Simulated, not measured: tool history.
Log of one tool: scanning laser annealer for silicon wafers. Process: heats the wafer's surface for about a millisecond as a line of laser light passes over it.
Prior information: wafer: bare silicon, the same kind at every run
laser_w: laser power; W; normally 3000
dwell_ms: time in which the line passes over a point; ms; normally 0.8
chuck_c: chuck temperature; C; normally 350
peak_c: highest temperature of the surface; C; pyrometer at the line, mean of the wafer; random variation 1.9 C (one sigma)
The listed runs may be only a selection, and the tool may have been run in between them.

| run | hour | laser_w | dwell_ms | chuck_c | peak_c |
|---|---|---|---|---|---|
| 1 | 0 | 3000 | 0.8 | 350 | 1084 |
| 2 | 16.4 | 3000 | 0.8 | 350 | 1087 |
| 3 | 34.4 | 2557 | 0.8 | 350 | 946 |
| 4 | 48.8 | 2557 | 0.8 | 350 | 952 |
| 5 | 78.3 | 2557 | 0.8 | 350 | 948 |
| 6 | 100.2 | 2557 | 0.8 | 350 | 948 |
| 7 | 115.4 | 2557 | 0.8 | 350 | 947 |
| 8 | 144.5 | 2557 | 0.8 | 350 | 946 |
| 9 | 161 | 2557 | 0.8 | 350 | 946 |
| 10 | 181.9 | 2557 | 0.8 | 350 | 947 |
| 11 | 211.2 | 3000 | 0.979 | 350 | 1146 |
| 12 | 234.3 | 3000 | 0.913 | 350 | 1119 |
| 13 | 258.3 | 3000 | 0.913 | 350 | 1119 |
| 14 | 279.9 | 2573 | 0.8 | 350 | 948 |
| 15 | 297.1 | 3000 | 0.708 | 350 | 1039 |
| 16 | 326.1 | 3000 | 0.708 | 350 | 1037 |
| 17 | 353.3 | 2885 | 0.708 | 350 | 1003 |
| 18 | 370.1 | 2885 | 0.708 | 350 | 1002 |
|  | 391.9 | optics aligned, line set to its width |
| 19 | 398.1 | 2885 | 0.708 | 350 | 998 |
| 20 | 413.6 | 3223 | 0.998 | 319 | 1186 |
| 21 | 443.7 | 3223 | 0.663 | 365 | 1092 |
| 22 | 458.5 | 2607 | 0.593 | 350 | 876 |
|  | 483.6 | optics aligned, line set to its width, once more |
| 23 | 490.5 | 2607 | 0.593 | 350 | 895 |
| 24 | 511.7 | 2607 | 0.593 | 350 | 892 |
| 25 | 526.7 | 2721 | 0.58 | 355 | 922 |
| 26 | 555.7 | 2721 | 0.58 | 355 | 924 |
| 27 | 581.2 | 2975 | 0.856 | 343 | 1093 |
| 28 | 601.4 | 2743 | 0.782 | 328 | 980 |
|  | 628.1 | window over the wafer cleaned |
| 29 | 634.4 | 3059 | 0.938 | 314 | 1148 |
| 30 | 658.4 | 3259 | 0.8 | 353 | 1198 |
| 31 | 682.2 | 3259 | 0.8 | 370 | 1211 |
| 32 | 709.6 | 3000 | 0.74 | 351 | 1089 |
| 33 | 727.2 | 2562 | 0.736 | 375 | 971 |
| 34 | 747.5 | 3036 | 0.692 | 339 | 1062 |
| 35 | 761.5 | 3036 | 0.692 | 339 | 1059 |
| 36 | 779.2 | 2821 | 0.983 | 325 | 1092 |
| 37 | 805.6 | 2739 | 0.8 | 320 | 992 |

For each run, the measured value with the value that run would have given without the tool's hidden condition subtracted. The run-to-run variation is shared by both, the gauge scatter possibly not:
Hidden state present: light that passes the window, % of a clean one's; laser's true power over the reading, %; width of the line over the set one, %; drift of the gauge itself on peak_c, C.
| run | peak_c |
|---|---|
| 1 | -28 |
| 2 | -29 |
| 3 | -24 |
| 4 | -24 |
| 5 | -25 |
| 6 | -26 |
| 7 | -26 |
| 8 | -27 |
| 9 | -28 |
| 10 | -28 |
| 11 | -38 |
| 12 | -38 |
| 13 | -39 |
| 14 | -31 |
| 15 | -36 |
| 16 | -37 |
| 17 | -37 |
| 18 | -37 |
| 19 | -42 |
| 20 | -57 |
| 21 | -48 |
| 22 | -35 |
| 23 | -18 |
| 24 | -18 |
| 25 | -20 |
| 26 | -20 |
| 27 | -28 |
| 28 | -24 |
| 29 | -3 |
| 30 | -3 |
| 31 | -5 |
| 32 | -4 |
| 33 | -4 |
| 34 | -6 |
| 35 | -6 |
| 36 | -7 |
| 37 | -8 |
